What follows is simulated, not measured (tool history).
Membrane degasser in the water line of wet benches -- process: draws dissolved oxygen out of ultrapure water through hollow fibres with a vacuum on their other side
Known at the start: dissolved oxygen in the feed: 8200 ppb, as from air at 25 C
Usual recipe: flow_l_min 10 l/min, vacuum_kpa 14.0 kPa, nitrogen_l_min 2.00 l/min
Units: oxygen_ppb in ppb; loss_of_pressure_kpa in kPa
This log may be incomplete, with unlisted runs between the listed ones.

run    hour  flow_l_min  vacuum_kpa  nitrogen_l_min  oxygen_ppb  loss_of_pressure_kpa
  1     0.0          10        14.0            2.00       163.5                 34.91
  2    31.6          10        14.0            2.00       164.5                 34.97
  3    61.1          10        14.0            2.00       164.6                 34.88
  4   115.0          10        14.0            2.00       162.6                 34.74
  5   166.1          10        14.0            2.00       163.9                 34.97
  6   197.2          10        14.0            2.00       163.2                 34.42
  7   258.5          10        29.0            2.00       338.3                 34.41
  8   318.5          10        14.0            2.00       163.9                 34.26
  9   369.3          10        14.0            2.00       161.8                 34.29
 10   419.9           9        14.0            2.00       143.5                 31.07
 11   462.8          10         8.5            2.00        96.8                 33.94
 12   506.2          10         8.5            2.00        97.3                 34.04
 13   562.8          10         8.5            2.00        98.7                 33.97
 14   614.3          10         8.5            2.00        99.2                 33.87
 15   641.4          10        14.0            4.17        96.5                 33.91
 16   705.4          10        13.2            2.00       153.7                 33.92
 17   758.7          10        13.2            2.00       157.0                 34.05
      763.6  -- gauge calibrated
 18   823.0          11        14.0            2.41       168.9                 38.07
 19   856.7           9        10.8            1.44       136.6                 31.16
 20   883.9          10        11.0            3.88        84.1                 34.57
 21   932.7          10        33.7            4.25       207.5                 34.61
 22   986.3          10        12.8            2.58       125.2                 34.62
 23  1047.7          10        12.8            2.58       126.1                 34.47
 24  1083.5          10         9.3            1.22       153.1                 34.34
 25  1139.5          10        23.8            0.82       575.4                 34.64
 26  1189.1           8        14.2            2.02       121.9                 27.57

What does the tool deliver on the next run?
 27  1232.6           8        14.2            2.02           ?                     ?

{"run 27": {"oxygen_ppb": 120.2, "loss_of_pressure_kpa": 27.13}}
Minus the tool's unlogged condition, the same run would have read oxygen_ppb 120.1 ppb, loss_of_pressure_kpa 27.58 kPa.
